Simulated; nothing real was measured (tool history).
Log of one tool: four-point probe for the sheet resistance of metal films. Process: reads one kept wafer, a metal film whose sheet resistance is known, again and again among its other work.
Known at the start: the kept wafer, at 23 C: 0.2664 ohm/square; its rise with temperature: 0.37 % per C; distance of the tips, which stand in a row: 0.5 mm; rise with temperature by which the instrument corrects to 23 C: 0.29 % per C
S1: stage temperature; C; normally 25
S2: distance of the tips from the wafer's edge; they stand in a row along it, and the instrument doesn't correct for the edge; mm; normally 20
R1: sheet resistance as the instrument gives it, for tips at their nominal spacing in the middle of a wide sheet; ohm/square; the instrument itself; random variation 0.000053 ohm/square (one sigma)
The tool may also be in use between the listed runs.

run   hour  S1  S2        R1
  1      0  25  20  0.266276
  2   27.4  25  20  0.266356
  3   45.8  25   5  0.267619
  4   71.5  25  20  0.266365
  5    105  25  20  0.266278
  6  124.2  25  37  0.266443
  7  148.6  25  37  0.266452
  8  166.6  25  37  0.266482
  9  182.1  25  37  0.266328
 10  202.5  33  20  0.268168
 11  236.1  33  30  0.268033
 12  262.9  33  30  0.268159
 13  294.7  33  30  0.267004
 14  321.8  33  30  0.266984
 15    346  33   9  0.267385
 16  363.8  33   9  0.267431
 17  399.5  33   9  0.267363
 18  432.5  33   9  0.267366
 19  456.2  25  22  0.265263
 20    473  25  22  0.265216
 21  502.2  25  22  0.265239
 22    536  22   4  0.266743
 23  565.7  25  69  0.265101
 24  599.3  25  69  0.265123
 25  631.5  25  69  0.265084
 26  663.1  25  69  0.265107
 27  681.8  18   3  0.267432
 28  697.7  19   8  0.264289
 29  727.5  25  14   0.26528
 30  754.1  29  17  0.266011
 31  774.1  29  17  0.266061
 32  797.2  35   9  0.267522
 33  828.2  26  21  0.265285
 34  865.8  20  28  0.263887
 35  892.4  32   6  0.267417

Between the runs listed above, the log contained 2 entries, not reproduced here. Where in the sequence does each belong, and how does what the log doesn't record of the tool's condition differ from the listed run before to the listed run after?
Between runs 5 and 6: stage's thermometer calibrated (hour 114.5)
  inner tips' distance over the nominal, %: -0.487 -> -0.492; tips' flats over new ones', %: 26 -> 27; wafer's true temperature over the reading, C: 0.78 -> 1.01
  measured minus no-state result, R1: -0.000638 -> -0.000433 ohm/square
Between runs 12 and 13: stage's thermometer calibrated, once more (hour 276.4)
  inner tips' distance over the nominal, %: -0.526 -> -0.534; wafer's true temperature over the reading, C: 1.04 -> -0.04
  measured minus no-state result, R1: -0.00053 -> -0.00159 ohm/square

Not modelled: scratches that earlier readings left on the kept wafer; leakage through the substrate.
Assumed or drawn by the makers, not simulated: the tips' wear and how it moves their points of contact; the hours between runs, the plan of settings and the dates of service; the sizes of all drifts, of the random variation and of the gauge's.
